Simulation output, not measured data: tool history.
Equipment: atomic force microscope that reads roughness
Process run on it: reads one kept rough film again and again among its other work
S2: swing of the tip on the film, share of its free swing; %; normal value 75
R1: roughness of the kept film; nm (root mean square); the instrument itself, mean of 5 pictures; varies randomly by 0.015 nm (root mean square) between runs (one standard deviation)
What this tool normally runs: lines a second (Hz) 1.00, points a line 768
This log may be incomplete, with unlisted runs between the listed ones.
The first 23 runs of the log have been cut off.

At hour 1261.0: new tip fitted.
Run 24, hour 1268.2: usual settings. Result: R1 3.610 nm (root mean square).
Run 25, hour 1330.1: usual settings but points a line 285. Result: R1 3.412 nm (root mean square).
At hour 1346.7: new tip fitted.
At hour 1383.9: height scale calibrated on a step standard.
Run 26, hour 1384.3: usual settings but points a line 285. Result: R1 3.525 nm (root mean square).
Run 27, hour 1415.6: usual settings but points a line 285. Result: R1 3.442 nm (root mean square).
At hour 1428.6: new tip fitted.
Run 28, hour 1451.9: usual settings but points a line 285. Result: R1 3.554 nm (root mean square).
At hour 1509.9: new tip fitted.
Run 29, hour 1515.2: usual settings but S2 81 %, points a line 682. Result: R1 3.594 nm (root mean square).
Run 30, hour 1553.4: usual settings but S2 81 %, points a line 682. Result: R1 3.469 nm (root mean square).
Run 31, hour 1589.3: usual settings but lines a second (Hz) 0.53, S2 81 %, points a line 689. Result: R1 3.418 nm (root mean square).
At hour 1593.3: new tip fitted.
Run 32, hour 1628.3: usual settings but lines a second (Hz) 1.51, S2 69 %, points a line 819. Result: R1 3.555 nm (root mean square).
At hour 1675.4: new tip fitted.
Run 33, hour 1687.1: usual settings but lines a second (Hz) 0.83, S2 58 %, points a line 819. Result: R1 3.678 nm (root mean square).
Run 34, hour 1714.8: usual settings but lines a second (Hz) 0.83, S2 58 %, points a line 819. Result: R1 3.622 nm (root mean square).
At hour 1732.1: height scale calibrated on a step standard, once more.
At hour 1760.9: new tip fitted.
Run 35, hour 1760.9: usual settings but lines a second (Hz) 2.19, S2 87 %, points a line 711. Result: R1 3.276 nm (root mean square).
Run 36, hour 1812.2: usual settings but S2 76 %. Result: R1 3.435 nm (root mean square).
At hour 1844.4: new tip fitted.
Run 37, hour 1867.7: usual settings but lines a second (Hz) 0.92, S2 66 %, points a line 906. Result: R1 3.551 nm (root mean square).
Run 38, hour 1910.8: usual settings but S2 62 %, points a line 377. Result: R1 3.405 nm (root mean square).
At hour 1929.0: new tip fitted.
Run 39, hour 1946.7: usual settings but S2 62 %, points a line 377. Result: R1 3.619 nm (root mean square).
Run 40, hour 1974.9: usual settings but lines a second (Hz) 3.42, S2 69 %, points a line 383. Result: R1 3.286 nm (root mean square).
At hour 2011.0: new tip fitted.
Run 41, hour 2029.4: usual settings but lines a second (Hz) 1.45, S2 63 %, points a line 521. Result: R1 3.597 nm (root mean square).
Run 42, hour 2081.2: usual settings but lines a second (Hz) 1.45, S2 63 %, points a line 521. Result: R1 3.413 nm (root mean square).
At hour 2094.8: new tip fitted.
Run 43, hour 2129.5: usual settings but lines a second (Hz) 1.45, S2 63 %, points a line 717. Result: R1 3.537 nm (root mean square).
Run 44, hour 2162.5: usual settings but lines a second (Hz) 1.45, S2 63 %, points a line 717. Result: R1 3.427 nm (root mean square).
At hour 2176.8: new tip fitted.
Run 45, hour 2224.7: usual settings but points a line 450. Result: R1 3.470 nm (root mean square).
At hour 2262.1: new tip fitted.
Run 46, hour 2277.2: usual settings but points a line 392. Result: R1 3.530 nm (root mean square).
Run 47, hour 2312.5: usual settings but points a line 392. Result: R1 3.446 nm (root mean square).

Each row is a separate what-if for the run after 47, all from the same tool condition, not one after another. Results?
At hour 2346.7: new tip fitted.
Run A, hour 2377.7: usual settings but lines a second (Hz) 2.47, S2 62 %. Result: R1 ?.
At hour 2346.7: new tip fitted.
Run B, hour 2377.7: usual settings but S2 89 %, points a line 506. Result: R1 ?.
At hour 2346.7: new tip fitted.
Run C, hour 2377.7: usual settings but lines a second (Hz) 0.64. Result: R1 ?.
At hour 2346.7: new tip fitted.
Run D, hour 2377.7: usual settings but lines a second (Hz) 1.26. Result: R1 ?.

run     R1
  A  3.478
  B  3.391
  C  3.539
  D  3.491
Stripped of hidden state, with their random variation kept, the same runs would have yielded:
run     R1
  A  3.586
  B  3.496
  C  3.649
  D  3.600
